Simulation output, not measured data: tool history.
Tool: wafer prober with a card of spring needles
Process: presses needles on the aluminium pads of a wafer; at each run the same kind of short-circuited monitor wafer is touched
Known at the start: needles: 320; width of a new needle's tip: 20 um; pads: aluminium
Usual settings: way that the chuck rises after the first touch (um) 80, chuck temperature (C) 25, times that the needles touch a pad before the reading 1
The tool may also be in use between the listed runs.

run	hour	way that the chuck rises after the first touch (um)	chuck temperature (C)	times that the needles touch a pad before the reading	resistance of one needle with its contact and lead (mohm)	way that a needle slides on the pad (um)
1	0	80	25	1	300	19.88
# hour 2.7: tips cleaned on abrasive film
2	16.1	80	25	1	307	19.84
# hour 19.9: tips cleaned on abrasive film
3	25.2	80	25	2	261	19.83
# hour 36.2: tips cleaned on abrasive film
4	40.7	80	25	1	273	19.83
5	51.2	80	25	3	257	19.81
# hour 52.6: tips cleaned on abrasive film
6	65	80	25	3	257	19.81
# hour 69: tips cleaned on abrasive film
# hour 75.5: height of the first contact set anew
7	75.8	80	25	3	252	19.75

The next listed run, before its measurement:
# hour 86.3: tips cleaned on abrasive film
8	87.2	80	25	3	?	?

Run 8 gave resistance of one needle with its contact and lead (mohm) 240, way that a needle slides on the pad (um) 19.68.
Without the tool's hidden state the same run would have given resistance of one needle with its contact and lead (mohm) 236, way that a needle slides on the pad (um) 20.
